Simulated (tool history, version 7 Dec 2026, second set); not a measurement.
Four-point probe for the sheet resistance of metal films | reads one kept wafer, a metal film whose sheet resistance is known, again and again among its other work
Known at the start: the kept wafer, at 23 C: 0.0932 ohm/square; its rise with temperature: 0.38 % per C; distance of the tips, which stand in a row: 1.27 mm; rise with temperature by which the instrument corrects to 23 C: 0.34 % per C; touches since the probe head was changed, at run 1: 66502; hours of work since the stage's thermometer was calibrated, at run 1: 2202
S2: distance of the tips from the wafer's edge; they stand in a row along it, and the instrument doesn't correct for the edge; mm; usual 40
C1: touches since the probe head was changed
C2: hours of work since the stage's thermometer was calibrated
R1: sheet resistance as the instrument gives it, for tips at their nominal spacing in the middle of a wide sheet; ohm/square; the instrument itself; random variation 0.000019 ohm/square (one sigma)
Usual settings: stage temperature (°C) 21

run 1 day=0.000 | stage_temperature_(°C)=21 S2=40 | C1=66502 C2=2202 | R1=0.093175
run 2 day=5.383 | stage_temperature_(°C)=28 S2=40 | C1=70587 C2=2298 | R1=0.093417
run 3 day=8.879 | stage_temperature_(°C)=28 S2=40 | C1=73242 C2=2361 | R1=0.093415
run 4 day=11.629 | stage_temperature_(°C)=28 S2=40 | C1=75327 C2=2410 | R1=0.093410
run 5 day=16.575 | stage_temperature_(°C)=28 S2=40 | C1=79082 C2=2499 | R1=0.093397
run 6 day=18.912 | stage_temperature_(°C)=28 S2=40 | C1=80855 C2=2541 | R1=0.093400
run 7 day=21.642 | stage_temperature_(°C)=28 S2=40 | C1=82925 C2=2590 | R1=0.093382
run 8 day=25.746 | stage_temperature_(°C)=21 S2=3 | C1=86040 C2=2664 | R1=0.101256
run 9 day=28.658 | stage_temperature_(°C)=21 S2=40 | C1=88252 C2=2716 | R1=0.093150
run 10 day=32.562 | stage_temperature_(°C)=21 S2=40 | C1=91212 C2=2786 | R1=0.093193
run 11 day=37.383 | stage_temperature_(°C)=21 S2=40 | C1=94873 C2=2873 | R1=0.093165
-- day=41.196 stage's thermometer calibrated
run 12 day=41.917 | stage_temperature_(°C)=21 S2=65 | C1=98296 C2=13 | R1=0.093165
run 13 day=46.312 | stage_temperature_(°C)=22 S2=65 | C1=101633 C2=92 | R1=0.093182
run 14 day=50.054 | stage_temperature_(°C)=22 S2=8 | C1=104471 C2=159 | R1=0.094439
run 15 day=53.596 | stage_temperature_(°C)=21 S2=16 | C1=107161 C2=223 | R1=0.093463
run 16 day=58.921 | stage_temperature_(°C)=21 S2=16 | C1=111200 C2=318 | R1=0.093434
run 17 day=62.404 | stage_temperature_(°C)=30 S2=3 | C1=113846 C2=381 | R1=0.101574
run 18 day=66.696 | stage_temperature_(°C)=22 S2=38 | C1=117100 C2=458 | R1=0.093213
run 19 day=71.692 | stage_temperature_(°C)=21 S2=3 | C1=120891 C2=547 | R1=0.101290
run 20 day=74.438 | stage_temperature_(°C)=22 S2=32 | C1=122975 C2=597 | R1=0.093249
run 21 day=78.200 | stage_temperature_(°C)=22 S2=32 | C1=125831 C2=664 | R1=0.093247
run 22 day=80.575 | stage_temperature_(°C)=22 S2=32 | C1=127634 C2=707 | R1=0.093231

5 ways to go on from here, each from the tool as it stands after run 22. What would each give?
run A day=85.333 | stage_temperature_(°C)=26 S2=5 | C1=131246 C2=792 | R1=?
run B day=85.333 | stage_temperature_(°C)=19 S2=72 | C1=131246 C2=792 | R1=?
run C day=85.333 | stage_temperature_(°C)=26 S2=31 | C1=131246 C2=792 | R1=?
run D day=85.333 | stage_temperature_(°C)=25 S2=4 | C1=131246 C2=792 | R1=?
run E day=85.333 | stage_temperature_(°C)=26 S2=32 | C1=131246 C2=792 | R1=?

run=A R1=0.096394
run=B R1=0.093089
run=C R1=0.093328
run=D R1=0.097995
run=E R1=0.093377
Without the tool's hidden state the same runs would have given:
run=A R1=0.096404
run=B R1=0.093099
run=C R1=0.093338
run=D R1=0.098005
run=E R1=0.093387
